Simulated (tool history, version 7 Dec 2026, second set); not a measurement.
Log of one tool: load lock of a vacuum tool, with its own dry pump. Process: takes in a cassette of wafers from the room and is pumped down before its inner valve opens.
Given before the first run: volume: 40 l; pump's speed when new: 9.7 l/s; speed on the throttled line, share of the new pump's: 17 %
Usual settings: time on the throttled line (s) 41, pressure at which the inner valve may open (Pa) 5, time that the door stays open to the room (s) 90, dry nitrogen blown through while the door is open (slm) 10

run      day  time on the throttled line (s)  pressure at which the inner valve may open (Pa)  time that the door stays open to the room (s)  dry nitrogen blown through while the door is open (slm)  incoming humidity of the room's air, %  time from the closed door until the inner valve may open (s)  rise of the pressure with all valves shut (Pa/min)
  1        0                              41                                                5                                             90                                                       10                                    45.7                                                          79.5                                               0.321
  2    8.529                              41                                                5                                             90                                                       10                                    45.5                                                          79.4                                               0.333
  3   19.933                              41                                                5                                             90                                                       10                                    42.2                                                          79.7                                               0.345
  4   25.817                              41                                                5                                             90                                                       10                                      44                                                          80.6                                               0.355
  5   31.867                              41                                                5                                             90                                                       26                                    43.7                                                          81.3                                               0.347
  6   43.942                              41                                                5                                             90                                                       26                                    44.9                                                          79.9                                               0.364
  7   57.754                              41                                                5                                             90                                                       26                                    44.3                                                          80.3                                               0.376
  8   67.554                              41                                                5                                             90                                                       10                                    44.2                                                          80.7                                               0.411
  9   79.217                              41                                                5                                             90                                                       10                                    45.1                                                          80.9                                                0.43
       88.15  -- door's seal changed, seat wiped
 10   90.221                              41                                                5                                             90                                                       10                                    42.3                                                          80.4                                               0.037
 11  103.508                              41                                                5                                             90                                                       10                                    45.4                                                          80.7                                                0.04
 12  116.958                              24                                                5                                             83                                                       10                                    42.1                                                          67.5                                               0.041
 13  130.338                              41                                                9                                             90                                                       10                                    45.1                                                          77.9                                               0.051
 14  138.167                              41                                                5                                             90                                                        6                                    45.9                                                          81.4                                               0.059
 15  147.017                              41                                                5                                             90                                                       28                                    43.5                                                            81                                               0.039
 16  159.954                              41                                                5                                             90                                                       28                                    45.8                                                          81.8                                               0.049
 17   174.35                              41                                                5                                             90                                                       28                                    45.7                                                          81.6                                               0.052
 18  184.338                              41                                                5                                             90                                                       28                                    42.2                                                          80.8                                               0.064

Forecast each of these 3 alternatives for the next run:
  A  193.546                              33                                                5                                             90                                                       28                                    44.6                                                             ?                                                   ?
  B  193.546                              41                                                5                                             97                                                       35                                    47.4                                                             ?                                                   ?
  C  193.546                              60                                                5                                             90                                                       28                                    47.7                                                             ?                                                   ?

run  time from the closed door until the inner valve may open (s)  rise of the pressure with all valves shut (Pa/min)
  A                                                          75.5                                               0.071
  B                                                          81.9                                               0.071
  C                                                          96.6                                               0.068
The same runs, with their run-to-run variation unchanged, on a tool lacking any hidden condition would have given:
run  time from the closed door until the inner valve may open (s)  rise of the pressure with all valves shut (Pa/min)
  A                                                          68.8                                               0.024
  B                                                          75.4                                               0.022
  C                                                          90.8                                                0.02
